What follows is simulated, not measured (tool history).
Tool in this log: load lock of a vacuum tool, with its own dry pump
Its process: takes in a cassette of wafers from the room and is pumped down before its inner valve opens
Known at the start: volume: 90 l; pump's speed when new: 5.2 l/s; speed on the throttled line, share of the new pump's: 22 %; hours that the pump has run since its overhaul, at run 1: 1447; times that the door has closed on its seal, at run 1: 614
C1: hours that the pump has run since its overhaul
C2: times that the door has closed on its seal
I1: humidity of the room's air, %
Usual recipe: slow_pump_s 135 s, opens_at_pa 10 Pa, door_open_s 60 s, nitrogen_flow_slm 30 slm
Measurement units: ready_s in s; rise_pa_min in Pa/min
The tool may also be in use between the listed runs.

Run 1, hour 0: usual settings; C1 1447; C2 614; I1 43.4. Result: ready_s 266.8 s, rise_pa_min 0.015 Pa/min.
Run 2, hour 91.2: usual settings; C1 1539; C2 751; I1 45.3. Result: ready_s 268.2 s, rise_pa_min 0.018 Pa/min.
Run 3, hour 190.4: usual settings; C1 1638; C2 901; I1 45.3. Result: ready_s 267.5 s, rise_pa_min 0.016 Pa/min.
Run 4, hour 251.1: usual settings but opens_at_pa 13 Pa; C1 1698; C2 992; I1 43. Result: ready_s 261.7 s, rise_pa_min 0.008 Pa/min.
Run 5, hour 377.7: usual settings but opens_at_pa 13 Pa; C1 1825; C2 1183; I1 47.5. Result: ready_s 262.1 s, rise_pa_min 0.02 Pa/min.
Run 6, hour 468.6: usual settings but opens_at_pa 13 Pa; C1 1916; C2 1320; I1 45.4. Result: ready_s 262.8 s, rise_pa_min 0.015 Pa/min.
Run 7, hour 542.8: usual settings but opens_at_pa 13 Pa; C1 1990; C2 1432; I1 42.9. Result: ready_s 264.9 s, rise_pa_min 0.018 Pa/min.
Run 8, hour 681.1: usual settings but opens_at_pa 13 Pa; C1 2128; C2 1640; I1 42.8. Result: ready_s 264.6 s, rise_pa_min 0.016 Pa/min.
Run 9, hour 824: usual settings but nitrogen_flow_slm 11 slm; C1 2271; C2 1855; I1 45.3. Result: ready_s 269.1 s, rise_pa_min 0.031 Pa/min.
Run 10, hour 955.6: usual settings; C1 2403; C2 2054; I1 45.4. Result: ready_s 268.4 s, rise_pa_min 0.021 Pa/min.
Run 11, hour 1065.3: usual settings but nitrogen_flow_slm 6 slm; C1 2513; C2 2219; I1 45.6. Result: ready_s 269.6 s, rise_pa_min 0.034 Pa/min.
Run 12, hour 1140.1: usual settings; C1 2587; C2 2332; I1 45.5. Result: ready_s 266 s, rise_pa_min 0.028 Pa/min.
Run 13, hour 1281.8: usual settings; C1 2729; C2 2545; I1 47.6. Result: ready_s 269.7 s, rise_pa_min 0.029 Pa/min.
Run 14, hour 1381.9: usual settings; C1 2829; C2 2696; I1 43.3. Result: ready_s 272.3 s, rise_pa_min 0.024 Pa/min.
Run 15, hour 1487.2: usual settings; C1 2935; C2 2855; I1 46. Result: ready_s 268.2 s, rise_pa_min 0.022 Pa/min.
Run 16, hour 1622.6: usual settings; C1 3070; C2 3059; I1 46.4. Result: ready_s 266.7 s, rise_pa_min 0.024 Pa/min.
Run 17, hour 1759.2: usual settings; C1 3207; C2 3265; I1 46.8. Result: ready_s 269.8 s, rise_pa_min 0.028 Pa/min.
Run 18, hour 1854.4: usual settings; C1 3302; C2 3408; I1 49.5. Result: ready_s 270.5 s, rise_pa_min 0.029 Pa/min.
Run 19, hour 1948.2: usual settings but slow_pump_s 110 s, opens_at_pa 15 Pa, door_open_s 133 s; C1 3396; C2 3549; I1 46.4. Result: ready_s 243.1 s, rise_pa_min 0.033 Pa/min.
Run 20, hour 2084.5: usual settings but slow_pump_s 149 s, opens_at_pa 12 Pa, door_open_s 42 s, nitrogen_flow_slm 29 slm; C1 3532; C2 3755; I1 42.3. Result: ready_s 276.7 s, rise_pa_min 0.03 Pa/min.
Run 21, hour 2215: usual settings but slow_pump_s 218 s, door_open_s 49 s, nitrogen_flow_slm 22 slm; C1 3662; C2 3951; I1 45.1. Result: ready_s 335.5 s, rise_pa_min 0.039 Pa/min.
Run 22, hour 2308.7: usual settings but slow_pump_s 110 s, opens_at_pa 7 Pa, door_open_s 192 s, nitrogen_flow_slm 14 slm; C1 3756; C2 4093; I1 44.6. Result: ready_s 258.6 s, rise_pa_min 0.049 Pa/min.
Run 23, hour 2449.8: usual settings but slow_pump_s 196 s, opens_at_pa 18 Pa, door_open_s 192 s, nitrogen_flow_slm 18 slm; C1 3897; C2 4305; I1 45. Result: ready_s 303.9 s, rise_pa_min 0.046 Pa/min.
Run 24, hour 2563.3: usual settings but slow_pump_s 196 s, opens_at_pa 18 Pa, door_open_s 192 s, nitrogen_flow_slm 18 slm; C1 4011; C2 4476; I1 42.6. Result: ready_s 306.2 s, rise_pa_min 0.056 Pa/min.
Run 25, hour 2674.8: usual settings but slow_pump_s 196 s, opens_at_pa 18 Pa, door_open_s 192 s, nitrogen_flow_slm 18 slm; C1 4122; C2 4644; I1 46.5. Result: ready_s 309.1 s, rise_pa_min 0.058 Pa/min.
Run 26, hour 2799: usual settings but slow_pump_s 196 s, opens_at_pa 18 Pa, door_open_s 192 s, nitrogen_flow_slm 18 slm; C1 4246; C2 4831; I1 45.6. Result: ready_s 306 s, rise_pa_min 0.055 Pa/min.
Run 27, hour 2860.3: usual settings but slow_pump_s 196 s, opens_at_pa 18 Pa, door_open_s 192 s, nitrogen_flow_slm 18 slm; C1 4308; C2 4924; I1 45.4. Result: ready_s 305.7 s, rise_pa_min 0.058 Pa/min.
Run 28, hour 3004.4: usual settings but slow_pump_s 92 s, opens_at_pa 18 Pa, door_open_s 192 s, nitrogen_flow_slm 18 slm; C1 4452; C2 5141; I1 42.6. Result: ready_s 226 s, rise_pa_min 0.058 Pa/min.
Run 29, hour 3120.8: usual settings but door_open_s 107 s, nitrogen_flow_slm 45 slm; C1 4568; C2 5316; I1 47.2. Result: ready_s 270 s, rise_pa_min 0.042 Pa/min.
Run 30, hour 3190.6: usual settings but slow_pump_s 79 s, opens_at_pa 7 Pa, door_open_s 107 s, nitrogen_flow_slm 45 slm; C1 4638; C2 5421; I1 46.7. Result: ready_s 232.3 s, rise_pa_min 0.043 Pa/min.
Run 31, hour 3262.4: usual settings but slow_pump_s 79 s, opens_at_pa 7 Pa, door_open_s 107 s, nitrogen_flow_slm 45 slm; C1 4710; C2 5530; I1 45.2. Result: ready_s 236 s, rise_pa_min 0.041 Pa/min.
Run 32, hour 3360.8: usual settings but slow_pump_s 98 s, nitrogen_flow_slm 4 slm; C1 4808; C2 5678; I1 45.2. Result: ready_s 247 s, rise_pa_min 0.053 Pa/min.
Run 33, hour 3509.4: usual settings but slow_pump_s 98 s, nitrogen_flow_slm 4 slm; C1 4957; C2 5902; I1 48.5. Result: ready_s 242 s, rise_pa_min 0.064 Pa/min.
Run 34, hour 3609.4: usual settings but opens_at_pa 8 Pa; C1 5057; C2 6052; I1 43.3. Result: ready_s 277.4 s, rise_pa_min 0.045 Pa/min.
Run 35, hour 3757.3: usual settings but slow_pump_s 149 s, opens_at_pa 8 Pa, door_open_s 28 s, nitrogen_flow_slm 16 slm; C1 5205; C2 6275; I1 46.6. Result: ready_s 285.7 s, rise_pa_min 0.046 Pa/min.
Run 36, hour 3905.8: usual settings but slow_pump_s 149 s, opens_at_pa 8 Pa, door_open_s 28 s, nitrogen_flow_slm 16 slm; C1 5353; C2 6499; I1 46.4. Result: ready_s 287.2 s, rise_pa_min 0.053 Pa/min.

Selected run-to-run steps in ready_s, each split into two signed amounts: the part the tool would show with no hidden state at all (from settings, incoming material and random variation), and the remainder, which goes to the hidden state together with any gauge scatter not common to the measured and the hidden-state-free results:
The hidden state here: pump's speed, % of a new pump's; leak at the door's seal, Pa l/s; drift of the gauge itself on ready_s, %; drift of the gauge itself on rise_pa_min, %.
Run 20 -> 21: slow_pump_s 149 -> 218, opens_at_pa 12 -> 10, door_open_s 42 -> 49, nitrogen_flow_slm 29 -> 22. ready_s +58.8 s: hidden state -0.2, all else +59.
Run 21 -> 22: slow_pump_s 218 -> 110, opens_at_pa 10 -> 7, door_open_s 49 -> 192, nitrogen_flow_slm 22 -> 14. ready_s -76.9 s: hidden state +1, all else -77.9.
Run 22 -> 23: slow_pump_s 110 -> 196, opens_at_pa 7 -> 18, nitrogen_flow_slm 14 -> 18. ready_s +45.3 s: hidden state -0.9, all else +46.2.
Run 27 -> 28: slow_pump_s 196 -> 92. ready_s -79.7 s: hidden state +0.9, all else -80.6.
